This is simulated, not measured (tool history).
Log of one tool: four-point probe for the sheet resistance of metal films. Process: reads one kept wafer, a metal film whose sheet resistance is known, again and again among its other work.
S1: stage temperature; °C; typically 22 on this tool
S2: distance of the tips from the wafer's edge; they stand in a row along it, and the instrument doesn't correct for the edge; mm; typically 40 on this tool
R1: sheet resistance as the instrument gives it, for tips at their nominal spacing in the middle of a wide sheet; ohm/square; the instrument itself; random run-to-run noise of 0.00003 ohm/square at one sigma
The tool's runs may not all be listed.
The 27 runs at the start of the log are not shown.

run	day	S1	S2	R1
28	43.771	33	4	0.150096
29	45.458	32	4	0.150174
30	47.083	32	4	0.150131
31	49.017	32	4	0.150109
32	50.738	22	10	0.149217
33	52.488	28	37	0.148419
34	53.521	24	18	0.148799
35	54.838	27	8	0.148943
36	56.575	31	4	0.149983
37	58.396	31	4	0.150015
38	59.521	26	8	0.148914
# day 60.467: new probe head fitted
39	61.546	26	12	0.150366
40	63.075	30	35	0.149805
41	65.283	30	10	0.150091
42	67.625	30	10	0.150013
43	69.175	32	36	0.149535
44	70.325	21	52	0.150462

Each row is a separate what-if for the run after 44, all from the same tool condition, not one after another. Results?
A	71.508	21	4	?
B	71.508	28	29	?
C	71.508	32	52	?
D	71.508	27	4	?

run	R1
A	0.152455
B	0.149913
C	0.149539
D	0.151937
Had the tool no hidden state, the same runs would have come out as:
run	R1
A	0.152396
B	0.149854
C	0.149480
D	0.151878
